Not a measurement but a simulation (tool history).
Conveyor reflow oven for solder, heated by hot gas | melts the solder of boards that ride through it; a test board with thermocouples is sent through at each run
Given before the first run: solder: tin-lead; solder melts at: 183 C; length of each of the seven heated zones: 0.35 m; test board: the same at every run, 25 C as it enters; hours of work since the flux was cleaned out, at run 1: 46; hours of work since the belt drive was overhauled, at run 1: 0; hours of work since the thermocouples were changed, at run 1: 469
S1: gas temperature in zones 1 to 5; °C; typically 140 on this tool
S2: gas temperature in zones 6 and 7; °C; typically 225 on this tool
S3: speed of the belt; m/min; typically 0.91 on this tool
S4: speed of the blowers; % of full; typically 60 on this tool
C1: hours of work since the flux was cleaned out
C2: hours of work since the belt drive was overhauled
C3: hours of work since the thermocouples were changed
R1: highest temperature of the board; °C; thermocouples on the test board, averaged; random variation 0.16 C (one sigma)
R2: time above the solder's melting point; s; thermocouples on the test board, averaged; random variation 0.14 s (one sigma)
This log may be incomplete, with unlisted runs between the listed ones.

Run 1, hour 0: usual settings; C1 46; C2 0; C3 469. Result: R1 202.4 °C, R2 25 s.
Run 2, hour 17.5: usual settings; C1 58; C2 12; C3 482. Result: R1 202.4 °C, R2 24.7 s.
Run 3, hour 41: usual settings; C1 75; C2 29; C3 498. Result: R1 202.2 °C, R2 24.5 s.
Run 4, hour 80.1: usual settings; C1 103; C2 57; C3 526. Result: R1 201.9 °C, R2 24.5 s.
Run 5, hour 107.6: usual settings but S3 0.911 m/min; C1 122; C2 76; C3 546. Result: R1 201.9 °C, R2 24.2 s.
Run 6, hour 141.9: usual settings but S3 0.911 m/min, S4 69 % of full; C1 147; C2 101; C3 570. Result: R1 204.6 °C, R2 27 s.
Run 7, hour 175.7: usual settings but S3 0.911 m/min, S4 69 % of full; C1 171; C2 125; C3 594. Result: R1 204.4 °C, R2 27.2 s.
At hour 182.3: belt drive overhauled, speed set with a stopwatch.
Run 8, hour 200.6: usual settings but S3 0.911 m/min, S4 69 % of full; C1 186; C2 13; C3 609. Result: R1 204.4 °C, R2 26.8 s.
Run 9, hour 240.8: usual settings but S4 57 % of full; C1 214; C2 42; C3 637. Result: R1 199.8 °C, R2 22.5 s.
Run 10, hour 270.2: usual settings but S1 151 °C, S2 231 °C, S3 1.051 m/min, S4 57 % of full; C1 235; C2 62; C3 658. Result: R1 201.6 °C, R2 22.1 s.

Estimate the outcome of run 11 from the log above:
Run 11, hour 304.9: usual settings but S1 153 °C, S3 0.987 m/min; C1 260; C2 87; C3 683. Result: R1 ?, R2 ?.

R1: 201.2 °C
R2: 24.3 s
With the hidden condition absent and the run-to-run variation left alone, this run would have shown R1 204 °C, R2 26.6 s.
